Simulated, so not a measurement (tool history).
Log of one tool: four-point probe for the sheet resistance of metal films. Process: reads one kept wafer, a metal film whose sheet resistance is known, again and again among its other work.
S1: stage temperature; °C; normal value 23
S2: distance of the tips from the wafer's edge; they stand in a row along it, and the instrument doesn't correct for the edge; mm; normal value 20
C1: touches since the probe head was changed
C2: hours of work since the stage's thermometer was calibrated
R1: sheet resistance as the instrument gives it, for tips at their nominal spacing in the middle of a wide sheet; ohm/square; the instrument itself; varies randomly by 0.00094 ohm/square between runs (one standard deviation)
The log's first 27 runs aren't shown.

run 28 hour=1481.7 | S1=24 S2=5 | C1=199436 C2=1302 | R1=4.718609
-- hour=1499.8 stage's thermometer calibrated
run 29 hour=1523.5 | S1=24 S2=5 | C1=201827 C2=17 | R1=4.724638
run 30 hour=1562.9 | S1=27 S2=6 | C1=204103 C2=45 | R1=4.694082
run 31 hour=1616.7 | S1=23 S2=8 | C1=207218 C2=83 | R1=4.664197
run 32 hour=1649.9 | S1=31 S2=10 | C1=209142 C2=106 | R1=4.643398
run 33 hour=1685.9 | S1=22 S2=27 | C1=211228 C2=132 | R1=4.628107
run 34 hour=1742.1 | S1=24 S2=50 | C1=214482 C2=172 | R1=4.620841
run 35 hour=1785.4 | S1=24 S2=50 | C1=216986 C2=203 | R1=4.623
run 36 hour=1858.7 | S1=31 S2=18 | C1=221233 C2=255 | R1=4.6215
run 37 hour=1917.8 | S1=31 S2=18 | C1=224651 C2=296 | R1=4.620341
run 38 hour=1996 | S1=35 S2=5 | C1=229182 C2=352 | R1=4.706477
run 39 hour=2073.3 | S1=23 S2=12 | C1=233658 C2=407 | R1=4.634642
-- hour=2139.1 new probe head fitted
run 40 hour=2139.4 | S1=26 S2=8 | C1=15 C2=453 | R1=4.746047
run 41 hour=2189.7 | S1=18 S2=16 | C1=2926 C2=489 | R1=4.723884
run 42 hour=2246.5 | S1=18 S2=16 | C1=6216 C2=529 | R1=4.722484
run 43 hour=2310.7 | S1=29 S2=14 | C1=9930 C2=574 | R1=4.715652
run 44 hour=2384.1 | S1=29 S2=14 | C1=14180 C2=626 | R1=4.71408

Here are 4 independent what-if runs from the current tool condition. What would each one return?
run A hour=2425.3 | S1=23 S2=65 | C1=16570 C2=656 | R1=?
run B hour=2425.3 | S1=28 S2=48 | C1=16570 C2=656 | R1=?
run C hour=2425.3 | S1=33 S2=14 | C1=16570 C2=656 | R1=?
run D hour=2425.3 | S1=20 S2=4 | C1=16570 C2=656 | R1=?

run=A R1=4.705615
run=B R1=4.701213
run=C R1=4.70909
run=D R1=4.858903
Without the tool's unlogged condition, the same runs would have read:
run=A R1=4.689575
run=B R1=4.685155
run=C R1=4.692976
run=D R1=4.842411
